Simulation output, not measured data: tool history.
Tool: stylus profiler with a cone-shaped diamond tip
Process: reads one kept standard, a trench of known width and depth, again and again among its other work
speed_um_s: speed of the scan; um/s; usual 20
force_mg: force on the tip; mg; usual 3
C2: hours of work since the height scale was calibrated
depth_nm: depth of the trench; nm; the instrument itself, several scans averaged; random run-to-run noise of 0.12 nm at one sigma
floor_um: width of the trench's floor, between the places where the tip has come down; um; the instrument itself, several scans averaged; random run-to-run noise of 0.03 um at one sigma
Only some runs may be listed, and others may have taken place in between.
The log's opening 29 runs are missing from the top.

At hour 1526.3: height scale calibrated on a step standard.
Run 30, hour 1552.1: usual settings but speed_um_s 9 um/s, force_mg 1.31 mg; scans with this tip 4674; C2 14. Result: depth_nm 503.38 nm, floor_um 15.06 um.
Run 31, hour 1588.7: usual settings but speed_um_s 9 um/s, force_mg 1.31 mg; scans with this tip 4754; C2 33. Result: depth_nm 503.66 nm, floor_um 14.95 um.
Run 32, hour 1623.6: usual settings but speed_um_s 15 um/s, force_mg 1.31 mg; scans with this tip 4829; C2 52. Result: depth_nm 503.58 nm, floor_um 15 um.
Run 33, hour 1669.8: usual settings but speed_um_s 13 um/s, force_mg 5.99 mg; scans with this tip 4929; C2 76. Result: depth_nm 509.66 nm, floor_um 14.99 um.
Run 34, hour 1712.1: usual settings but speed_um_s 8 um/s, force_mg 5.99 mg; scans with this tip 5021; C2 99. Result: depth_nm 509.56 nm, floor_um 14.96 um.
Run 35, hour 1783.4: usual settings but speed_um_s 19 um/s, force_mg 4.98 mg; scans with this tip 5176; C2 136. Result: depth_nm 508.41 nm, floor_um 14.93 um.
Run 36, hour 1819: usual settings but speed_um_s 19 um/s, force_mg 4.98 mg; scans with this tip 5253; C2 155. Result: depth_nm 508.42 nm, floor_um 14.97 um.
Run 37, hour 1871.4: usual settings but speed_um_s 19 um/s, force_mg 3.12 mg; scans with this tip 5367; C2 183. Result: depth_nm 506.08 nm, floor_um 14.88 um.
Run 38, hour 1926.6: usual settings but speed_um_s 19 um/s, force_mg 3.12 mg; scans with this tip 5486; C2 212. Result: depth_nm 505.82 nm, floor_um 14.88 um.
Run 39, hour 1988.3: usual settings but speed_um_s 45 um/s, force_mg 2.15 mg; scans with this tip 5620; C2 245. Result: depth_nm 504.78 nm, floor_um 14.74 um.
Run 40, hour 2024.5: usual settings but speed_um_s 6 um/s, force_mg 2.97 mg; scans with this tip 5699; C2 264. Result: depth_nm 505.77 nm, floor_um 14.9 um.
Run 41, hour 2088.5: usual settings but speed_um_s 8 um/s, force_mg 2.89 mg; scans with this tip 5837; C2 298. Result: depth_nm 505.33 nm, floor_um 14.87 um.

Predict each of these 4 candidate next runs independently; none follows another, all start after run 41:
Run A, hour 2144.3: usual settings but speed_um_s 6 um/s, force_mg 3.23 mg; scans with this tip 5958; C2 328. Result: depth_nm ?, floor_um ?.
Run B, hour 2144.3: usual settings but speed_um_s 10 um/s; scans with this tip 5958; C2 328. Result: depth_nm ?, floor_um ?.
Run C, hour 2144.3: usual settings but speed_um_s 21 um/s, force_mg 3.41 mg; scans with this tip 5958; C2 328. Result: depth_nm ?, floor_um ?.
Run D, hour 2144.3: usual settings but speed_um_s 8 um/s, force_mg 2.3 mg; scans with this tip 5958; C2 328. Result: depth_nm ?, floor_um ?.

run  depth_nm  floor_um
  A    505.88     14.82
  B     505.5     14.87
  C    506.24     14.78
  D    504.76     14.86
Without the tool's hidden state the same runs would have given:
run  depth_nm  floor_um
  A    506.12     15.59
  B    505.74     15.64
  C    506.48     15.56
  D       505     15.63
